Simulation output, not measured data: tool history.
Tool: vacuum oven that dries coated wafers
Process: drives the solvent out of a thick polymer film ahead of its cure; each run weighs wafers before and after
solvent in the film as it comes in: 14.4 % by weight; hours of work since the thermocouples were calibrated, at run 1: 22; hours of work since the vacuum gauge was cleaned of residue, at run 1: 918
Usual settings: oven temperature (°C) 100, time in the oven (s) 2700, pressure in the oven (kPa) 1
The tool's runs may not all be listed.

run	hour	oven temperature (°C)	time in the oven (s)	pressure in the oven (kPa)	hours of work since the thermocouples were calibrated	hours of work since the vacuum gauge was cleaned of residue	solvent left in the film (%)
1	0	100	2700	1	22	918	1.63
2	57.1	100	2700	1	49	945	1.61
3	101	100	2700	1	70	966	1.65
4	154.6	100	2700	1	96	992	1.63
5	208.9	100	2700	1	122	1017	1.64
6	277.1	99	2700	1	154	1050	1.78
7	351.3	99	2700	1	189	1085	1.82
8	404.3	99	2700	1	215	1110	1.78
9	468.9	99	2700	1	245	1141	1.79
10	542.1	107	2700	1	280	1176	1.04
11	600.7	107	2700	3.42	308	1204	2.57
12	668	107	2700	3.42	340	1236	2.61
13	700.2	100	2700	1	356	1251	1.65
14	747.4	100	2700	1	378	1274	1.64
15	808.2	109	2700	1	407	1303	0.96
16	856.1	109	2700	1	430	1326	0.93
# hour 865.1: oven's thermocouples calibrated
17	901.6	109	2700	1	17	1346	0.9
18	960.1	108	2700	1	45	1374	0.96
19	995.9	108	2700	1	62	1391	0.97
20	1057.6	108	2700	1	92	1421	1
21	1131.3	106	2700	1	127	1456	1.07
22	1206.5	100	3900	1	163	1492	1.31
# hour 1237.3: oven's thermocouples calibrated, once more
23	1259.9	113	2700	1	11	1516	0.88
24	1321.1	100	2040	1	40	1545	2.41
25	1353.4	100	2700	3.81	55	1561	4.31
26	1394.3	96	3540	2.87	75	1580	3.91
27	1433.5	96	3540	2.87	93	1599	3.98
28	1476.1	103	1380	1.42	114	1619	3.13
29	1534.7	103	4860	3.37	142	1647	3.1
30	1605.1	100	2400	2.61	175	1681	3.41
31	1645.6	113	2220	1	195	1700	0.95
32	1686.7	107	4140	1	214	1720	1.15
33	1721.5	100	1500	1	231	1736	3.29
34	1797.8	100	1500	1	267	1772	3.33
35	1859.1	100	1500	1	296	1802	3.29
36	1921.5	102	1440	1.39	326	1831	3.15
37	1978.7	102	1440	1.39	353	1859	3.17
38	2050.9	100	2400	1.35	388	1893	2.38
39	2096	100	2400	1.35	409	1915	2.39
40	2128.8	111	2400	1.68	425	1930	1.48
41	2197.7	110	4200	0.67	458	1963	0.89
42	2229.6	100	1980	3.17	473	1978	4.25
43	2276.8	101	2040	1.58	495	2001	2.65
44	2337.2	102	2820	0.56	524	2029	1.29
45	2409.6	102	2820	0.56	559	2064	1.33
# hour 2430.9: vacuum gauge cleaned of residue and calibrated
46	2443.8	114	4740	2.35	574	6	1.24
47	2486.1	102	4800	0.51	594	26	0.47

Hidden state or all else? Some run-to-run changes of solvent left in the film (%), split into what the settings, what came in and random variation would give without the hidden state, and what is left for the hidden state (with any gauge scatter that isn't in both results):
The hidden state here: true wafer temperature over the reading, C; true pressure over the reading, kPa; drift of the gauge itself on solvent_pct, %.
Run 23 -> 24: oven temperature (°C) 113 -> 100, time in the oven (s) 2700 -> 2040. solvent left in the film (%) +1.53: hidden state +0.23, all else +1.3.
Run 30 -> 31: oven temperature (°C) 100 -> 113, time in the oven (s) 2400 -> 2220, pressure in the oven (kPa) 2.61 -> 1. solvent left in the film (%) -2.46: hidden state -0.21, all else -2.25.
Run 32 -> 33: oven temperature (°C) 107 -> 100, time in the oven (s) 4140 -> 1500. solvent left in the film (%) +2.14: hidden state +0.1, all else +2.04.
Run 41 -> 42: oven temperature (°C) 110 -> 100, time in the oven (s) 4200 -> 1980, pressure in the oven (kPa) 0.67 -> 3.17. solvent left in the film (%) +3.36: hidden state +0.08, all else +3.28.
Run 45 -> 46: oven temperature (°C) 102 -> 114, time in the oven (s) 2820 -> 4740, pressure in the oven (kPa) 0.56 -> 2.35, vacuum gauge cleaned of residue and calibrated. solvent left in the film (%) -0.09: hidden state -0.58, all else +0.49.

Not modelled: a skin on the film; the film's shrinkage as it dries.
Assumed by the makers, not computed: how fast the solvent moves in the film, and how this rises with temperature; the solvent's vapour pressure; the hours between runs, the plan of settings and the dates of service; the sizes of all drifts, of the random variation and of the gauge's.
